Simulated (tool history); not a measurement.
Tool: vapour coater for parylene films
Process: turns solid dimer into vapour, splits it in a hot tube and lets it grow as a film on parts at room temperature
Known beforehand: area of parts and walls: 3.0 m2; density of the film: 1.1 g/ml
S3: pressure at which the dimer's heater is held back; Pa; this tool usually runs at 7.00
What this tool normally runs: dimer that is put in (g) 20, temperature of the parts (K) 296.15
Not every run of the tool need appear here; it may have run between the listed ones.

{"run": 1, "hour": 0.0, "dimer that is put in (g)": 20, "temperature of the parts (K)": 296.15, "S3": 7.0, "thickness of the film (nm)": 2730}
{"run": 2, "hour": 7.5, "dimer that is put in (g)": 20, "temperature of the parts (K)": 296.15, "S3": 7.0, "thickness of the film (nm)": 2690}
{"run": 3, "hour": 15.1, "dimer that is put in (g)": 20, "temperature of the parts (K)": 296.15, "S3": 7.0, "thickness of the film (nm)": 2720}
{"run": 4, "hour": 26.4, "dimer that is put in (g)": 12, "temperature of the parts (K)": 296.15, "S3": 7.0, "thickness of the film (nm)": 1630}
{"run": 5, "hour": 35.1, "dimer that is put in (g)": 20, "temperature of the parts (K)": 296.15, "S3": 7.0, "thickness of the film (nm)": 2720}
{"run": 6, "hour": 47.8, "dimer that is put in (g)": 20, "temperature of the parts (K)": 296.15, "S3": 7.0, "thickness of the film (nm)": 2700}
{"run": 7, "hour": 55.6, "dimer that is put in (g)": 20, "temperature of the parts (K)": 296.15, "S3": 7.0, "thickness of the film (nm)": 2710}
{"run": 8, "hour": 62.7, "dimer that is put in (g)": 20, "temperature of the parts (K)": 296.15, "S3": 7.0, "thickness of the film (nm)": 2710}
{"run": 9, "hour": 78.3, "dimer that is put in (g)": 20, "temperature of the parts (K)": 296.15, "S3": 6.01, "thickness of the film (nm)": 2770}
{"run": 10, "hour": 85.2, "dimer that is put in (g)": 20, "temperature of the parts (K)": 290.15, "S3": 6.01, "thickness of the film (nm)": 3230}
{"run": 11, "hour": 98.8, "dimer that is put in (g)": 20, "temperature of the parts (K)": 290.15, "S3": 6.01, "thickness of the film (nm)": 3240}
{"run": 12, "hour": 110.3, "dimer that is put in (g)": 20, "temperature of the parts (K)": 290.15, "S3": 6.01, "thickness of the film (nm)": 3210}
{"hour": 120.5, "done": "trap's valve overhauled"}
{"run": 13, "hour": 129.9, "dimer that is put in (g)": 20, "temperature of the parts (K)": 290.15, "S3": 6.01, "thickness of the film (nm)": 3390}
{"run": 14, "hour": 143.7, "dimer that is put in (g)": 20, "temperature of the parts (K)": 290.15, "S3": 6.01, "thickness of the film (nm)": 3380}
{"run": 15, "hour": 157.8, "dimer that is put in (g)": 20, "temperature of the parts (K)": 290.15, "S3": 6.01, "thickness of the film (nm)": 3400}
{"run": 16, "hour": 170.4, "dimer that is put in (g)": 20, "temperature of the parts (K)": 290.15, "S3": 6.01, "thickness of the film (nm)": 3400}
{"run": 17, "hour": 184.1, "dimer that is put in (g)": 20, "temperature of the parts (K)": 290.15, "S3": 6.01, "thickness of the film (nm)": 3380}
{"run": 18, "hour": 198.1, "dimer that is put in (g)": 20, "temperature of the parts (K)": 296.15, "S3": 7.0, "thickness of the film (nm)": 2810}
{"run": 19, "hour": 206.4, "dimer that is put in (g)": 20, "temperature of the parts (K)": 296.15, "S3": 7.0, "thickness of the film (nm)": 2840}
{"run": 20, "hour": 212.8, "dimer that is put in (g)": 20, "temperature of the parts (K)": 296.15, "S3": 7.0, "thickness of the film (nm)": 2820}
{"run": 21, "hour": 228.4, "dimer that is put in (g)": 9, "temperature of the parts (K)": 288.15, "S3": 4.24, "thickness of the film (nm)": 1700}
{"run": 22, "hour": 239.6, "dimer that is put in (g)": 23, "temperature of the parts (K)": 291.15, "S3": 7.0, "thickness of the film (nm)": 3610}
{"run": 23, "hour": 250.0, "dimer that is put in (g)": 20, "temperature of the parts (K)": 295.15, "S3": 5.85, "thickness of the film (nm)": 2960}
{"run": 24, "hour": 264.1, "dimer that is put in (g)": 24, "temperature of the parts (K)": 296.15, "S3": 7.0, "thickness of the film (nm)": 3360}
{"run": 25, "hour": 278.9, "dimer that is put in (g)": 9, "temperature of the parts (K)": 296.15, "S3": 7.0, "thickness of the film (nm)": 1270}
{"run": 26, "hour": 290.0, "dimer that is put in (g)": 20, "temperature of the parts (K)": 299.15, "S3": 2.83, "thickness of the film (nm)": 3090}
{"run": 27, "hour": 304.9, "dimer that is put in (g)": 9, "temperature of the parts (K)": 298.15, "S3": 6.48, "thickness of the film (nm)": 1200}
{"run": 28, "hour": 317.2, "dimer that is put in (g)": 20, "temperature of the parts (K)": 291.15, "S3": 7.0, "thickness of the film (nm)": 3140}
{"run": 29, "hour": 328.5, "dimer that is put in (g)": 23, "temperature of the parts (K)": 308.15, "S3": 9.09, "thickness of the film (nm)": 2250}
{"run": 30, "hour": 338.0, "dimer that is put in (g)": 17, "temperature of the parts (K)": 296.15, "S3": 4.06, "thickness of the film (nm)": 2620}
{"run": 31, "hour": 348.1, "dimer that is put in (g)": 11, "temperature of the parts (K)": 296.15, "S3": 7.0, "thickness of the film (nm)": 1540}
{"run": 32, "hour": 360.2, "dimer that is put in (g)": 20, "temperature of the parts (K)": 295.15, "S3": 2.9, "thickness of the film (nm)": 3410}
{"run": 33, "hour": 375.7, "dimer that is put in (g)": 20, "temperature of the parts (K)": 297.15, "S3": 7.0, "thickness of the film (nm)": 2710}
{"run": 34, "hour": 382.6, "dimer that is put in (g)": 20, "temperature of the parts (K)": 291.15, "S3": 9.41, "thickness of the film (nm)": 2960}
{"run": 35, "hour": 390.0, "dimer that is put in (g)": 9, "temperature of the parts (K)": 293.15, "S3": 4.65, "thickness of the film (nm)": 1460}
{"run": 36, "hour": 398.0, "dimer that is put in (g)": 20, "temperature of the parts (K)": 292.15, "S3": 3.23, "thickness of the film (nm)": 3580}
{"run": 37, "hour": 407.0, "dimer that is put in (g)": 20, "temperature of the parts (K)": 304.15, "S3": 7.0, "thickness of the film (nm)": 2250}
{"run": 38, "hour": 419.6, "dimer that is put in (g)": 34, "temperature of the parts (K)": 303.15, "S3": 7.0, "thickness of the film (nm)": 3930}
{"run": 39, "hour": 434.5, "dimer that is put in (g)": 34, "temperature of the parts (K)": 303.15, "S3": 7.0, "thickness of the film (nm)": 3930}

Alternative continuations, all from the tool just after run 39; predict every row:
{"run": "A", "hour": 443.2, "dimer that is put in (g)": 16, "temperature of the parts (K)": 293.15, "S3": 3.06, "thickness of the film (nm)": "?"}
{"run": "B", "hour": 443.2, "dimer that is put in (g)": 22, "temperature of the parts (K)": 293.15, "S3": 9.08, "thickness of the film (nm)": "?"}
{"run": "C", "hour": 443.2, "dimer that is put in (g)": 34, "temperature of the parts (K)": 293.15, "S3": 11.4, "thickness of the film (nm)": "?"}
{"run": "D", "hour": 443.2, "dimer that is put in (g)": 30, "temperature of the parts (K)": 293.15, "S3": 7.0, "thickness of the film (nm)": "?"}
{"run": "E", "hour": 443.2, "dimer that is put in (g)": 18, "temperature of the parts (K)": 303.15, "S3": 8.27, "thickness of the film (nm)": "?"}

run=A thickness_of_the_film_(nm)=2760
run=B thickness_of_the_film_(nm)=3100
run=C thickness_of_the_film_(nm)=4580
run=D thickness_of_the_film_(nm)=4440
run=E thickness_of_the_film_(nm)=2000
Without the tool's unlogged condition, the same runs would have read:
run=A thickness_of_the_film_(nm)=2850
run=B thickness_of_the_film_(nm)=3200
run=C thickness_of_the_film_(nm)=4730
run=D thickness_of_the_film_(nm)=4580
run=E thickness_of_the_film_(nm)=2060

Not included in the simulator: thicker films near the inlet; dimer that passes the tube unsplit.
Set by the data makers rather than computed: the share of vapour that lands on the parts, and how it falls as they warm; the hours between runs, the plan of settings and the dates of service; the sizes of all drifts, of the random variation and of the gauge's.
